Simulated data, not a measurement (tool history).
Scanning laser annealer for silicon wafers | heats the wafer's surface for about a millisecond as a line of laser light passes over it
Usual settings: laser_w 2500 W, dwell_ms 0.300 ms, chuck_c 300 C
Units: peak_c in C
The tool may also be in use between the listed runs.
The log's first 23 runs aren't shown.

run 24 hour=1114.2 | laser_w=2332 dwell_ms=0.237 chuck_c=300 | peak_c=917
run 25 hour=1151.0 | laser_w=2332 dwell_ms=0.237 chuck_c=300 | peak_c=912
run 26 hour=1212.3 | laser_w=2180 dwell_ms=0.237 chuck_c=336 | peak_c=894
run 27 hour=1263.2 | laser_w=2180 dwell_ms=0.237 chuck_c=336 | peak_c=895
run 28 hour=1327.6 | laser_w=2315 dwell_ms=0.335 chuck_c=336 | peak_c=1073
run 29 hour=1359.6 | laser_w=2315 dwell_ms=0.335 chuck_c=336 | peak_c=1066
run 30 hour=1416.0 | laser_w=2315 dwell_ms=0.335 chuck_c=336 | peak_c=1063
run 31 hour=1447.2 | laser_w=2315 dwell_ms=0.335 chuck_c=336 | peak_c=1061

Forecast each of these 5 alternatives for the next run:
-- hour=1518.7 optics aligned, line set to its width
run A hour=1519.9 | laser_w=2500 dwell_ms=0.284 chuck_c=300 | peak_c=?
-- hour=1518.7 optics aligned, line set to its width
run B hour=1519.9 | laser_w=2236 dwell_ms=0.300 chuck_c=300 | peak_c=?
-- hour=1518.7 optics aligned, line set to its width
run C hour=1519.9 | laser_w=2385 dwell_ms=0.263 chuck_c=280 | peak_c=?
-- hour=1518.7 optics aligned, line set to its width
run D hour=1519.9 | laser_w=2315 dwell_ms=0.335 chuck_c=297 | peak_c=?
-- hour=1518.7 optics aligned, line set to its width
run E hour=1519.9 | laser_w=2300 dwell_ms=0.240 chuck_c=274 | peak_c=?

run=A peak_c=1054
run=B peak_c=968
run=C peak_c=957
run=D peak_c=1043
run=E peak_c=886
Without the tool's hidden state the same runs would have given:
run=A peak_c=1099
run=B peak_c=1008
run=C peak_c=997
run=D peak_c=1088
run=E peak_c=923
